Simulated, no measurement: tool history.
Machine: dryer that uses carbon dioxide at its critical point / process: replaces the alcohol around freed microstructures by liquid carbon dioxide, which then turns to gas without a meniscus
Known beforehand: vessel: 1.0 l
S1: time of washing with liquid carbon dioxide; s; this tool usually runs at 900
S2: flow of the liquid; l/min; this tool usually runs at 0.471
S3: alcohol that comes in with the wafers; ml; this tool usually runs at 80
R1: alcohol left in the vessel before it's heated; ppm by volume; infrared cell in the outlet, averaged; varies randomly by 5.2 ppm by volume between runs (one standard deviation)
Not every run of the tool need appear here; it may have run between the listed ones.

run   hour    S1     S2  S3    R1
  1    0.0   900  0.471  80   168
  2   25.6   900  0.471  80   189
  3   50.0   900  0.471  80   197
  4   71.1   900  0.284  80  1827
  5   96.4   900  0.284  80  1826
  6  121.5   900  0.611  80    82
     135.8  -- inlet filter changed
  7  157.0   900  0.611  80    69
  8  173.3   900  0.471  80   146
  9  207.6   900  0.471  80   172
 10  240.9   900  0.471  80   182
 11  275.4   900  0.471  80   185
 12  308.2   900  0.790  80    89
 13  325.0   900  0.790  80   108
 14  342.0  1200  0.471  80   111
 15  376.1  1200  0.471  80   125
 16  394.1  1200  0.471  80   120
 17  424.2  1200  0.471  80   115
 18  445.4   900  0.471  80   240
 19  466.1   900  0.471  80   259
 20  496.6   900  0.471  80   278
 21  524.9   900  0.471  80   272
 22  543.6   900  0.471  80   299
 23  566.1   900  0.471  80   295
 24  589.1   900  0.471  80   316
 25  607.4   900  0.471  80   320
 26  638.2   900  0.471  80   331
 27  670.8  1200  0.726  93   164
 28  688.6  1200  0.726  93   164
     696.0  -- inlet filter changed
 29  718.4  1080  0.343  84   370
 30  746.0   900  0.471  71   266
 31  771.3  1440  0.467  29   179
 32  785.8   900  0.389  80   510
 33  800.2   900  0.536  80   224
 34  822.2   900  0.536  80   232
 35  840.7   900  0.536  80   245
     849.6  -- purifier's bed changed
 36  868.3  1140  0.593  80    21

Run 37, settings as shown, results not yet in. Your forecast:
 37  885.8  1140  0.593  80   ?

R1: 15 ppm by volume
Were there no unlogged condition in the tool, this run, its random variation unchanged, would have produced R1 7 ppm by volume.

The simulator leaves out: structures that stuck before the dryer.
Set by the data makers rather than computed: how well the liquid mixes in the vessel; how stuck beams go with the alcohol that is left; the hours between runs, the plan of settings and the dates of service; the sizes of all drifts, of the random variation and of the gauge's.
